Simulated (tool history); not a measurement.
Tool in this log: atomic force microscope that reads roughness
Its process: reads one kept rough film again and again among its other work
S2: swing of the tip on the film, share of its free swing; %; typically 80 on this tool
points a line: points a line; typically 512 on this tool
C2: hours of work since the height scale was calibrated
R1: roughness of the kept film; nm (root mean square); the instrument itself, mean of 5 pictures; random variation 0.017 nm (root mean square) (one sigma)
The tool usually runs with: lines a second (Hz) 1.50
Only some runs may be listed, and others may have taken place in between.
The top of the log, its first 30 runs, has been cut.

At hour 372.0: new tip fitted.
Run 31, hour 380.2: usual settings but lines a second (Hz) 0.75, S2 64 %; pictures with this tip 10; C2 49. Result: R1 4.590 nm (root mean square).
Run 32, hour 388.4: usual settings but lines a second (Hz) 0.75, S2 64 %; pictures with this tip 21; C2 54. Result: R1 4.479 nm (root mean square).
At hour 397.4: height scale calibrated on a step standard, once more.
Run 33, hour 399.1: usual settings but S2 63 %; pictures with this tip 33; C2 1. Result: R1 4.215 nm (root mean square).
Run 34, hour 409.2: usual settings but lines a second (Hz) 2.16, S2 86 %, points a line 928; pictures with this tip 46; C2 7. Result: R1 3.277 nm (root mean square).
Run 35, hour 418.6: usual settings but lines a second (Hz) 2.16, S2 86 %, points a line 928; pictures with this tip 58; C2 12. Result: R1 3.191 nm (root mean square).
At hour 425.2: new tip fitted.
Run 36, hour 430.5: usual settings but lines a second (Hz) 2.16, S2 86 %, points a line 928; pictures with this tip 6; C2 19. Result: R1 3.652 nm (root mean square).
Run 37, hour 440.9: usual settings but lines a second (Hz) 1.58, S2 73 %, points a line 727; pictures with this tip 20; C2 25. Result: R1 4.093 nm (root mean square).
Run 38, hour 455.4: usual settings but lines a second (Hz) 0.88, S2 59 %, points a line 298; pictures with this tip 38; C2 33. Result: R1 4.234 nm (root mean square).
Run 39, hour 465.4: usual settings but lines a second (Hz) 2.11, S2 87 %, points a line 448; pictures with this tip 51; C2 39. Result: R1 3.199 nm (root mean square).
Run 40, hour 473.1: usual settings but lines a second (Hz) 0.70, points a line 346; pictures with this tip 61; C2 44. Result: R1 3.829 nm (root mean square).
At hour 477.9: new tip fitted.
Run 41, hour 486.0: usual settings but lines a second (Hz) 1.05, S2 61 %, points a line 409; pictures with this tip 10; C2 51. Result: R1 4.533 nm (root mean square).
Run 42, hour 496.9: usual settings but lines a second (Hz) 1.05, S2 63 %, points a line 409; pictures with this tip 24; C2 57. Result: R1 4.380 nm (root mean square).

Below are 3 alternative next runs, each starting from the tool's condition after run 42. Predict each:
Run A, hour 510.8: usual settings but lines a second (Hz) 0.76, S2 73 %; pictures with this tip 42; C2 65. Result: R1 ?.
Run B, hour 510.8: usual settings but points a line 711; pictures with this tip 42; C2 65. Result: R1 ?.
Run C, hour 510.8: usual settings but points a line 281; pictures with this tip 42; C2 65. Result: R1 ?.

run     R1
  A  4.123
  B  3.746
  C  3.737
With the hidden condition removed and each run's random variation left untouched, the same runs would have given:
run     R1
  A  4.596
  B  4.176
  C  4.166
